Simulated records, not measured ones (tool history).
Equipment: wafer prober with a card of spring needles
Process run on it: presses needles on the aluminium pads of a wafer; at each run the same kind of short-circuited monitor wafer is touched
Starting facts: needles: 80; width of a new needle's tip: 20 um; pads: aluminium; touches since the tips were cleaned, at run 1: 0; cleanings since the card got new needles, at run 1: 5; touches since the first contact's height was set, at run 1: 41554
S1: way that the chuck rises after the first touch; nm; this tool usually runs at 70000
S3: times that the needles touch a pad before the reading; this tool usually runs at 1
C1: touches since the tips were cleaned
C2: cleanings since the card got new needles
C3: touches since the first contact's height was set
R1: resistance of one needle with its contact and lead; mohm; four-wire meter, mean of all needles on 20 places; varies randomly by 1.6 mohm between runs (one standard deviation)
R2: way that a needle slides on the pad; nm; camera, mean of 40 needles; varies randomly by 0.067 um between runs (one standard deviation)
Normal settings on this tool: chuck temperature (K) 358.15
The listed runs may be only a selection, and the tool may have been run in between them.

Run 1, day 0.000: usual settings; C1 0; C2 5; C3 41554. Result: R1 171 mohm, R2 11530 nm.
At day 0.862: tips cleaned on abrasive film.
At day 1.642: tips cleaned on abrasive film.
Run 2, day 1.642: usual settings; C1 0; C2 7; C3 56276. Result: R1 165 mohm, R2 11320 nm.
At day 2.479: tips cleaned on abrasive film.
Run 3, day 2.938: usual settings; C1 4113; C2 8; C3 67917. Result: R1 196 mohm, R2 11400 nm.
At day 3.329: tips cleaned on abrasive film.
At day 4.092: tips cleaned on abrasive film.
Run 4, day 4.258: usual settings; C1 1513; C2 10; C3 79756. Result: R1 179 mohm, R2 11270 nm.
At day 4.917: tips cleaned on abrasive film.
Run 5, day 5.638: usual settings; C1 6500; C2 11; C3 92139. Result: R1 209 mohm, R2 11300 nm.
At day 5.804: tips cleaned on abrasive film.
At day 6.608: tips cleaned on abrasive film.
Run 6, day 6.758: usual settings; C1 1349; C2 13; C3 102183. Result: R1 181 mohm, R2 11280 nm.
At day 7.379: tips cleaned on abrasive film.
Run 7, day 7.521: usual settings; C1 1311; C2 14; C3 109023. Result: R1 179 mohm, R2 11220 nm.
At day 8.208: tips cleaned on abrasive film.
Run 8, day 8.621: usual settings but S1 53000 nm, chuck temperature (K) 309.15, S3 2; C1 3707; C2 15; C3 118866. Result: R1 193 mohm, R2 8400 nm.
At day 8.992: tips cleaned on abrasive film.
At day 9.767: tips cleaned on abrasive film.
Run 9, day 10.071: usual settings but chuck temperature (K) 332.15; C1 2767; C2 17; C3 131892. Result: R1 188 mohm, R2 11330 nm.
At day 10.612: tips cleaned on abrasive film.
At day 11.425: tips cleaned on abrasive film.
Run 10, day 11.583: usual settings but S1 65000 nm, chuck temperature (K) 312.15; C1 1446; C2 19; C3 145439. Result: R1 176 mohm, R2 10290 nm.
At day 12.262: tips cleaned on abrasive film.
Run 11, day 12.800: usual settings but S1 67000 nm, chuck temperature (K) 334.15; C1 4839; C2 20; C3 156364. Result: R1 202 mohm, R2 10540 nm.
At day 13.133: tips cleaned on abrasive film.
Run 12, day 13.829: usual settings but S1 51000 nm, chuck temperature (K) 304.15; C1 6262; C2 21; C3 165598. Result: R1 254 mohm, R2 8010 nm.
At day 13.917: tips cleaned on abrasive film.
At day 14.700: tips cleaned on abrasive film.
Run 13, day 14.700: usual settings but chuck temperature (K) 322.15; C1 0; C2 23; C3 173369. Result: R1 161 mohm, R2 11230 nm.

3 ways to go on from here, each from the tool as it stands after run 13. What would each give?
At day 15.538: tips cleaned on abrasive film.
Run A, day 15.983: usual settings but S1 52000 nm, chuck temperature (K) 312.15, S3 3; C1 4040; C2 24; C3 184911. Result: R1 ?, R2 ?.
At day 15.538: tips cleaned on abrasive film.
Run B, day 15.983: usual settings but S1 73000 nm, chuck temperature (K) 330.15; C1 4040; C2 24; C3 184911. Result: R1 ?, R2 ?.
At day 15.538: tips cleaned on abrasive film.
Run C, day 15.983: usual settings but S1 61000 nm, S3 2; C1 4040; C2 24; C3 184911. Result: R1 ?, R2 ?.

run   R1     R2
  A  180   8210
  B  192  11530
  C  192   9610
Without the tool's hidden state the same runs would have given:
run   R1     R2
  A  155   8620
  B  157  11930
  C  164  10020
